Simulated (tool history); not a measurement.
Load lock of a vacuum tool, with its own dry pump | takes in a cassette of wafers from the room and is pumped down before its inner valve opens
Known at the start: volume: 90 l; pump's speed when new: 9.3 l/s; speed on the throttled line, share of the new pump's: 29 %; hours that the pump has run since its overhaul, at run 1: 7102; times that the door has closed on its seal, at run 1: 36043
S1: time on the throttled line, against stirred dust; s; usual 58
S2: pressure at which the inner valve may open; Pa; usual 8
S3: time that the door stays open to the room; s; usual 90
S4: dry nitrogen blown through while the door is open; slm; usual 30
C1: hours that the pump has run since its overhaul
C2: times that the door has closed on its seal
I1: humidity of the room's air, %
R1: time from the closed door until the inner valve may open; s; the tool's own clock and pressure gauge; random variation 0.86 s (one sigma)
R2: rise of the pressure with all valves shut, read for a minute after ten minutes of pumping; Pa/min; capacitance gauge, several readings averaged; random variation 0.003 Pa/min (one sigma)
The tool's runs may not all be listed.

run 1 hour=0 | S1=58 S2=8 S3=90 S4=30 | C1=7102 C2=36043 | I1=47.4 | R1=133.7 R2=0.012
run 2 hour=315.1 | S1=58 S2=8 S3=90 S4=30 | C1=7418 C2=37427 | I1=43.8 | R1=133 R2=0.012
run 3 hour=723.8 | S1=58 S2=8 S3=90 S4=30 | C1=7826 C2=39222 | I1=47.8 | R1=133.3 R2=0.006
run 4 hour=1239.5 | S1=58 S2=8 S3=90 S4=30 | C1=8342 C2=41487 | I1=46.6 | R1=133.7 R2=0.006
run 5 hour=1846.7 | S1=58 S2=8 S3=90 S4=30 | C1=8949 C2=44153 | I1=44.3 | R1=134.1 R2=0.014
run 6 hour=2108.1 | S1=58 S2=8 S3=90 S4=30 | C1=9211 C2=45301 | I1=44.6 | R1=132.9 R2=0.016
run 7 hour=2668 | S1=58 S2=8 S3=90 S4=30 | C1=9771 C2=47761 | I1=44.6 | R1=134.1 R2=0.01
run 8 hour=3079.4 | S1=58 S2=8 S3=90 S4=30 | C1=10182 C2=49567 | I1=44.5 | R1=133 R2=0.012
run 9 hour=3446.9 | S1=43 S2=8 S3=90 S4=30 | C1=10549 C2=51181 | I1=47.9 | R1=124.2 R2=0.014
run 10 hour=4010.9 | S1=58 S2=8 S3=220 S4=30 | C1=11113 C2=53658 | I1=44.3 | R1=132.8 R2=0.019
run 11 hour=4435.5 | S1=60 S2=8 S3=90 S4=30 | C1=11538 C2=55523 | I1=46.1 | R1=133.8 R2=0.011
run 12 hour=4817.5 | S1=60 S2=8 S3=90 S4=30 | C1=11920 C2=57201 | I1=43.7 | R1=135.3 R2=0.009
-- hour=4848.9 door's seal changed, seat wiped
run 13 hour=5395.5 | S1=60 S2=8 S3=90 S4=30 | C1=12496 C2=2400 | I1=46.5 | R1=135.3 R2=0.007
run 14 hour=5953.7 | S1=60 S2=8 S3=90 S4=30 | C1=13055 C2=4852 | I1=45.6 | R1=134.2 R2=0.012
run 15 hour=6310.3 | S1=60 S2=8 S3=90 S4=30 | C1=13411 C2=6418 | I1=45.7 | R1=136 R2=0.013
run 16 hour=6690.3 | S1=60 S2=8 S3=90 S4=30 | C1=13791 C2=8087 | I1=46.3 | R1=135.2 R2=0.009
run 17 hour=6963.8 | S1=60 S2=8 S3=90 S4=30 | C1=14065 C2=9288 | I1=45.1 | R1=136.1 R2=0.008
run 18 hour=7416.8 | S1=60 S2=8 S3=90 S4=30 | C1=14518 C2=11278 | I1=46.4 | R1=133.8 R2=0.007
run 19 hour=7996.5 | S1=58 S2=8 S3=41 S4=6 | C1=15098 C2=13824 | I1=44.2 | R1=135.8 R2=0.014
run 20 hour=8502.9 | S1=81 S2=8 S3=176 S4=30 | C1=15604 C2=16048 | I1=44.7 | R1=150.6 R2=0.009
run 21 hour=9098.9 | S1=81 S2=8 S3=176 S4=30 | C1=16200 C2=18665 | I1=43 | R1=150.1 R2=0.019
run 22 hour=9678.3 | S1=75 S2=13 S3=90 S4=30 | C1=16779 C2=21210 | I1=42.3 | R1=141 R2=0.01
run 23 hour=10123.9 | S1=74 S2=9 S3=48 S4=23 | C1=17225 C2=23167 | I1=44 | R1=144.2 R2=0.008
run 24 hour=10452.9 | S1=74 S2=9 S3=48 S4=23 | C1=17554 C2=24612 | I1=45.2 | R1=145.1 R2=0.003
run 25 hour=10757.1 | S1=56 S2=8 S3=90 S4=30 | C1=17858 C2=25948 | I1=46.2 | R1=132.1 R2=0.004
run 26 hour=11136.9 | S1=56 S2=8 S3=90 S4=30 | C1=18238 C2=27616 | I1=47.7 | R1=133.7 R2=0.014
run 27 hour=11428.3 | S1=70 S2=8 S3=90 S4=16 | C1=18529 C2=28896 | I1=45.6 | R1=141.9 R2=0.016
-- hour=11768.5 dry pump taken out, an overhauled one fitted
run 28 hour=11976.3 | S1=70 S2=15 S3=90 S4=16 | C1=208 C2=31276 | I1=44 | R1=136.1 R2=0.019
run 29 hour=12370.2 | S1=70 S2=11 S3=73 S4=16 | C1=602 C2=33006 | I1=44.2 | R1=138.4 R2=0.013
run 30 hour=12882.6 | S1=58 S2=7 S3=73 S4=30 | C1=1114 C2=35256 | I1=47 | R1=134.4 R2=0.007
run 31 hour=13423 | S1=53 S2=13 S3=56 S4=21 | C1=1654 C2=37630 | I1=41.8 | R1=124.6 R2=0.005
run 32 hour=13823.8 | S1=53 S2=12 S3=56 S4=21 | C1=2055 C2=39390 | I1=45.4 | R1=124.3 R2=0.008
run 33 hour=14092.9 | S1=114 S2=16 S3=90 S4=30 | C1=2324 C2=40572 | I1=48.1 | R1=166.4 R2=0.013
run 34 hour=14597.8 | S1=42 S2=16 S3=90 S4=31 | C1=2829 C2=42789 | I1=43 | R1=114.9 R2=0.014
run 35 hour=14914.4 | S1=53 S2=8 S3=34 S4=8 | C1=3146 C2=44180 | I1=48.3 | R1=128 R2=0.015
run 36 hour=15369.6 | S1=53 S2=14 S3=34 S4=8 | C1=3601 C2=46179 | I1=44.2 | R1=126.3 R2=0.007

4 ways to go on from here, each from the tool as it stands after run 36. What would each give?
run A hour=15748.9 | S1=62 S2=14 S3=83 S4=30 | C1=3980 C2=47845 | I1=45.9 | R1=? R2=?
run B hour=15748.9 | S1=44 S2=8 S3=25 S4=30 | C1=3980 C2=47845 | I1=46.1 | R1=? R2=?
run C hour=15748.9 | S1=52 S2=7 S3=34 S4=8 | C1=3980 C2=47845 | I1=46.8 | R1=? R2=?
run D hour=15748.9 | S1=53 S2=7 S3=85 S4=17 | C1=3980 C2=47845 | I1=46.2 | R1=? R2=?

run=A R1=131 R2=0.01
run=B R1=122.4 R2=0.006
run=C R1=131.3 R2=0.01
run=D R1=129.9 R2=0.02
Without the tool's hidden state the same runs would have given:
run=A R1=131 R2=0.01
run=B R1=122.4 R2=0.005
run=C R1=131.3 R2=0.01
run=D R1=129.9 R2=0.019
